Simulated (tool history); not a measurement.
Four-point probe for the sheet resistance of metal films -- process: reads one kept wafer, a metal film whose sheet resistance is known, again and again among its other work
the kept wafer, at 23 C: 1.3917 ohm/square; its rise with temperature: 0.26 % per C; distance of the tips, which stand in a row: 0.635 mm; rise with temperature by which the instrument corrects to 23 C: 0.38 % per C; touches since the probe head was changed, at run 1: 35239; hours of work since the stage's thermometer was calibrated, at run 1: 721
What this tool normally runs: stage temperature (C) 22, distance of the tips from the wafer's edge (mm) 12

run     day  stage temperature (C)  distance of the tips from the wafer's edge (mm)  touches since the probe head was changed  hours of work since the stage's thermometer was calibrated  sheet resistance as the instrument gives it (ohm/square)
  1       0                     22                                               12                                     35239                                                         721                                                  1.395361
  2   2.429                     22                                               12                                     37889                                                         766                                                  1.395345
  3   5.525                     22                                               12                                     41270                                                         824                                                  1.395553
  4   7.888                     28                                               12                                     43848                                                         869                                                  1.385642
  5   9.767                     28                                               12                                     45902                                                         904                                                  1.386029
  6  11.733                     28                                               12                                     48048                                                         940                                                  1.386034
  7  14.383                     28                                               12                                     50943                                                         990                                                  1.386222
  8    17.1                     28                                               12                                     53906                                                        1041                                                  1.385961
  9  21.054                     28                                               24                                     58224                                                        1115                                                  1.383634
 10  23.988                     28                                               24                                     61427                                                        1170                                                  1.384136
 11   26.85                     28                                               24                                     64552                                                        1223                                                  1.384205
 12  30.608                     22                                               16                                     68656                                                        1294                                                  1.394541
 13  33.696                     22                                               16                                     72023                                                        1351                                                  1.394508
 14  37.033                     22                                               12                                     75669                                                        1414                                                  1.395507
 15  40.154                     20                                               41                                     79073                                                        1472                                                  1.396748
 16  43.433                     29                                               41                                     82653                                                        1534                                                  1.382189
 17  46.562                     23                                               39                                     86072                                                        1592                                                  1.392226
 18  50.217                     23                                               39                                     90060                                                        1660                                                  1.392113
 19  54.317                     23                                               39                                     94537                                                        1737                                                  1.392208
 20  58.238                     22                                               13                                     98816                                                        1811                                                  1.395662
 21  62.317                     28                                                5                                    103272                                                        1887                                                  1.395988
 22  65.567                     28                                                5                                    106816                                                        1948                                                  1.395939
     67.158  -- stage's thermometer calibrated
 23    68.2                     33                                               14                                    109669                                                          19                                                  1.377682
 24  71.762                     19                                               11                                    113557                                                          86                                                  1.401196
 25  74.908                     26                                               48                                    116992                                                         145                                                  1.386241
     77.229  -- new probe head fitted
 26  78.329                     26                                               48                                      1202                                                         208                                                   1.38669
 27   81.55                     25                                               12                                      4720                                                         268                                                  1.390723
 28  85.325                     25                                               12                                      8839                                                         339                                                  1.390347

Forecast each of these 5 alternatives for the next run:
  A  87.662                     22                                               20                                     11392                                                         383                                                         ?
  B  87.662                     18                                               12                                     11392                                                         383                                                         ?
  C  87.662                     25                                               54                                     11392                                                         383                                                         ?
  D  87.662                     25                                               31                                     11392                                                         383                                                         ?
  E  87.662                     21                                               45                                     11392                                                         383                                                         ?

run  sheet resistance as the instrument gives it (ohm/square)
  A                                                  1.394319
  B                                                  1.401583
  C                                                  1.388418
  D                                                  1.388738
  E                                                  1.394856
Without the tool's unlogged condition, the same runs would have read:
run  sheet resistance as the instrument gives it (ohm/square)
  A                                                  1.394276
  B                                                  1.401539
  C                                                  1.388374
  D                                                  1.388694
  E                                                  1.394812
